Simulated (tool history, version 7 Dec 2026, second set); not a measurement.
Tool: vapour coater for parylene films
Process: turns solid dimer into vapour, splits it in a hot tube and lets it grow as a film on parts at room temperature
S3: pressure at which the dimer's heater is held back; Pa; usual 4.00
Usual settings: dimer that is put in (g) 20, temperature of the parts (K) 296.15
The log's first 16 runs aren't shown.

{"run": 17, "hour": 189.5, "dimer that is put in (g)": 20, "temperature of the parts (K)": 296.15, "S3": 4.0, "thickness of the film (um)": 6.43}
{"run": 18, "hour": 204.9, "dimer that is put in (g)": 20, "temperature of the parts (K)": 296.15, "S3": 4.0, "thickness of the film (um)": 6.42}
{"run": 19, "hour": 213.1, "dimer that is put in (g)": 20, "temperature of the parts (K)": 296.15, "S3": 4.0, "thickness of the film (um)": 6.38}
{"run": 20, "hour": 226.8, "dimer that is put in (g)": 20, "temperature of the parts (K)": 298.15, "S3": 4.0, "thickness of the film (um)": 5.96}
{"run": 21, "hour": 237.6, "dimer that is put in (g)": 20, "temperature of the parts (K)": 292.15, "S3": 4.0, "thickness of the film (um)": 7.45}
{"run": 22, "hour": 248.4, "dimer that is put in (g)": 20, "temperature of the parts (K)": 304.15, "S3": 4.0, "thickness of the film (um)": 4.79}
{"run": 23, "hour": 262.3, "dimer that is put in (g)": 20, "temperature of the parts (K)": 291.15, "S3": 4.45, "thickness of the film (um)": 7.47}
{"run": 24, "hour": 275.1, "dimer that is put in (g)": 20, "temperature of the parts (K)": 291.15, "S3": 4.45, "thickness of the film (um)": 7.38}
{"run": 25, "hour": 287.1, "dimer that is put in (g)": 20, "temperature of the parts (K)": 291.15, "S3": 4.45, "thickness of the film (um)": 7.38}
{"run": 26, "hour": 298.2, "dimer that is put in (g)": 12, "temperature of the parts (K)": 291.15, "S3": 4.27, "thickness of the film (um)": 4.52}
{"run": 27, "hour": 310.6, "dimer that is put in (g)": 29, "temperature of the parts (K)": 290.15, "S3": 4.27, "thickness of the film (um)": 11.3}
{"run": 28, "hour": 326.8, "dimer that is put in (g)": 13, "temperature of the parts (K)": 294.15, "S3": 10.37, "thickness of the film (um)": 3.51}
{"run": 29, "hour": 335.3, "dimer that is put in (g)": 13, "temperature of the parts (K)": 294.15, "S3": 10.37, "thickness of the film (um)": 3.46}
{"run": 30, "hour": 342.4, "dimer that is put in (g)": 13, "temperature of the parts (K)": 294.15, "S3": 10.37, "thickness of the film (um)": 3.51}
{"hour": 352.2, "done": "trap's valve overhauled"}
{"run": 31, "hour": 359.8, "dimer that is put in (g)": 18, "temperature of the parts (K)": 296.15, "S3": 5.44, "thickness of the film (um)": 5.79}
{"run": 32, "hour": 367.3, "dimer that is put in (g)": 18, "temperature of the parts (K)": 296.15, "S3": 5.44, "thickness of the film (um)": 5.81}
{"run": 33, "hour": 382.7, "dimer that is put in (g)": 10, "temperature of the parts (K)": 299.15, "S3": 6.29, "thickness of the film (um)": 2.77}
{"run": 34, "hour": 391.4, "dimer that is put in (g)": 24, "temperature of the parts (K)": 291.15, "S3": 2.2, "thickness of the film (um)": 10.61}
{"run": 35, "hour": 399.0, "dimer that is put in (g)": 24, "temperature of the parts (K)": 291.15, "S3": 6.96, "thickness of the film (um)": 8.71}
{"run": 36, "hour": 410.2, "dimer that is put in (g)": 24, "temperature of the parts (K)": 292.15, "S3": 6.96, "thickness of the film (um)": 8.38}
{"run": 37, "hour": 423.2, "dimer that is put in (g)": 18, "temperature of the parts (K)": 300.15, "S3": 4.0, "thickness of the film (um)": 5.34}
{"run": 38, "hour": 435.6, "dimer that is put in (g)": 10, "temperature of the parts (K)": 303.15, "S3": 3.44, "thickness of the film (um)": 2.77}
{"run": 39, "hour": 444.1, "dimer that is put in (g)": 13, "temperature of the parts (K)": 296.15, "S3": 7.86, "thickness of the film (um)": 3.78}

Forecast each of these 4 alternatives for the next run:
{"run": "A", "hour": 455.7, "dimer that is put in (g)": 31, "temperature of the parts (K)": 290.15, "S3": 8.38, "thickness of the film (um)": "?"}
{"run": "B", "hour": 455.7, "dimer that is put in (g)": 15, "temperature of the parts (K)": 304.15, "S3": 2.14, "thickness of the film (um)": "?"}
{"run": "C", "hour": 455.7, "dimer that is put in (g)": 13, "temperature of the parts (K)": 296.15, "S3": 2.96, "thickness of the film (um)": "?"}
{"run": "D", "hour": 455.7, "dimer that is put in (g)": 8, "temperature of the parts (K)": 296.15, "S3": 5.09, "thickness of the film (um)": "?"}

run=A thickness_of_the_film_(um)=11.01
run=B thickness_of_the_film_(um)=4.50
run=C thickness_of_the_film_(um)=4.82
run=D thickness_of_the_film_(um)=2.58
Without the tool's hidden state the same runs would have given:
run=A thickness_of_the_film_(um)=11.23
run=B thickness_of_the_film_(um)=4.59
run=C thickness_of_the_film_(um)=4.92
run=D thickness_of_the_film_(um)=2.63

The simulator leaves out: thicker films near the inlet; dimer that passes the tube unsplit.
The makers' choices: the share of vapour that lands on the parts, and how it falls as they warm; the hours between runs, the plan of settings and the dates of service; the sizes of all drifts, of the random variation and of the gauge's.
